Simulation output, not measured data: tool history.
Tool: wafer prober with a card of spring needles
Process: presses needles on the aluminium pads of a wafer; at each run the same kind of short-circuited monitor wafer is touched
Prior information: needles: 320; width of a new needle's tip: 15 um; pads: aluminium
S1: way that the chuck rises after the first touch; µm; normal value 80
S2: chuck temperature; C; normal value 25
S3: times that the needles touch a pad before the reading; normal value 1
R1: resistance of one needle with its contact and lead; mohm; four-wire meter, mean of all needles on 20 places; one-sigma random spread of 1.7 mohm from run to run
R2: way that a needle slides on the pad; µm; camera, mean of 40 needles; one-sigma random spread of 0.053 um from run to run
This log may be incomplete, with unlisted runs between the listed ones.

run	day	S1	S2	S3	R1	R2
1	0.000	80	25	1	181	13.55
2	0.488	80	25	1	200	13.57
# day 0.608: tips cleaned on abrasive film
3	1.017	80	37	1	213	13.43
# day 1.242: tips cleaned on abrasive film
4	1.433	80	37	1	190	13.34
# day 1.879: tips cleaned on abrasive film
5	2.046	80	37	1	191	13.40
6	2.442	80	31	1	203	13.36
# day 2.512: tips cleaned on abrasive film
7	3.004	64	109	1	226	10.60
# day 3.183: tips cleaned on abrasive film
8	3.738	68	25	2	196	11.31
# day 3.871: tips cleaned on abrasive film
9	4.204	68	25	2	194	11.34
# day 4.258: tips cleaned on abrasive film, once more
# day 4.896: tips cleaned on abrasive film
10	4.917	68	25	2	177	11.15
11	5.258	68	25	2	194	11.26
# day 5.533: tips cleaned on abrasive film
12	6.062	80	58	2	196	13.32

Consider 4 possible next runs. They are alternatives, not a sequence: every one starts from the tool as it was left by run 12. What does each give?
# day 6.208: tips cleaned on abrasive film
A	6.500	70	25	1	?	?
# day 6.208: tips cleaned on abrasive film
B	6.500	82	58	2	?	?
# day 6.208: tips cleaned on abrasive film
C	6.500	98	43	2	?	?
# day 6.208: tips cleaned on abrasive film
D	6.500	88	58	2	?	?

run	R1	R2
A	198	11.56
B	190	13.54
C	184	16.40
D	189	14.73
Had the tool no hidden state, the same runs would have come out as:
run	R1	R2
A	174	12.04
B	179	14.03
C	176	16.89
D	179	15.21
